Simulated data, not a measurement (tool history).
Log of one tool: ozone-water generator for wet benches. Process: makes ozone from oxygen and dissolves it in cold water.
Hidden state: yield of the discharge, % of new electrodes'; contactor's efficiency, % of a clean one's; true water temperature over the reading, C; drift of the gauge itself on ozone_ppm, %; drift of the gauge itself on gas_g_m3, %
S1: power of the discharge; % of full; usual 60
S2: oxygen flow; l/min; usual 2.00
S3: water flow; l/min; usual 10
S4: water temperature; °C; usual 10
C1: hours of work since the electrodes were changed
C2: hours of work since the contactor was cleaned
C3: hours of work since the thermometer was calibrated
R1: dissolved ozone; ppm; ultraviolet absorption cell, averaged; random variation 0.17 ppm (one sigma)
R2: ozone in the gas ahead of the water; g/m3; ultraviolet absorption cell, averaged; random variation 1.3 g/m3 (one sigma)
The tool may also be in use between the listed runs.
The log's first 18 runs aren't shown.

| run | hour | S1 | S2 | S3 | S4 | C1 | C2 | C3 | R1 | R2 |
|---|---|---|---|---|---|---|---|---|---|---|
| 19 | 507.9 | 61 | 1.10 | 10 | 10 | 1210 | 5973 | 80 | 26.1 | 359.4 |
| 20 | 535.4 | 61 | 1.10 | 10 | 10 | 1233 | 5997 | 103 | 26.2 | 354.9 |
| 21 | 563.6 | 61 | 1.10 | 10 | 10 | 1257 | 6021 | 127 | 26.0 | 359.2 |
| 22 | 597.8 | 74 | 2.65 | 11 | 10 | 1286 | 6050 | 156 | 29.5 | 238.1 |
| 23 | 622.9 | 74 | 2.65 | 11 | 10 | 1308 | 6071 | 178 | 29.6 | 238.9 |
| 24 | 656.9 | 82 | 2.11 | 8 | 10 | 1336 | 6100 | 207 | 41.1 | 295.0 |
| 25 | 692.9 | 93 | 2.00 | 10 | 6 | 1367 | 6131 | 237 | 38.8 | 333.1 |
| 26 | 716.4 | 93 | 2.60 | 15 | 6 | 1387 | 6151 | 257 | 27.1 | 286.3 |
| 27 | 733.2 | 47 | 1.68 | 9 | 6 | 1401 | 6165 | 271 | 25.9 | 229.3 |
| 28 | 760.2 | 47 | 1.85 | 9 | 10 | 1424 | 6188 | 295 | 24.9 | 216.0 |
| 29 | 776.1 | 71 | 2.00 | 10 | 10 | 1438 | 6202 | 308 | 30.7 | 277.9 |
| 30 | 809.9 | 95 | 2.00 | 12 | 8 | 1467 | 6230 | 337 | 32.4 | 337.2 |
| 31 | 835.6 | 60 | 1.59 | 10 | 10 | 1489 | 6252 | 359 | 26.7 | 284.4 |
| 32 | 870.3 | 49 | 2.49 | 8 | 7 | 1518 | 6282 | 388 | 29.7 | 184.0 |
| 33 | 890.8 | 54 | 1.23 | 12 | 11 | 1535 | 6299 | 406 | 20.1 | 309.5 |

3 ways to go on from here, each from the tool as it stands after run 33. What would each give?
| A | 905.9 | 54 | 1.23 | 12 | 8 | 1548 | 6312 | 418 | ? | ? |
| B | 905.9 | 92 | 1.23 | 12 | 11 | 1548 | 6312 | 418 | ? | ? |
| C | 905.9 | 84 | 1.02 | 10 | 9 | 1548 | 6312 | 418 | ? | ? |

| run | R1 | R2 |
|---|---|---|
| A | 20.3 | 307.3 |
| B | 29.2 | 447.2 |
| C | 32.2 | 469.8 |
Without the tool's hidden state the same runs would have given:
| run | R1 | R2 |
|---|---|---|
| A | 21.0 | 310.6 |
| B | 30.3 | 454.1 |
| C | 33.4 | 476.8 |
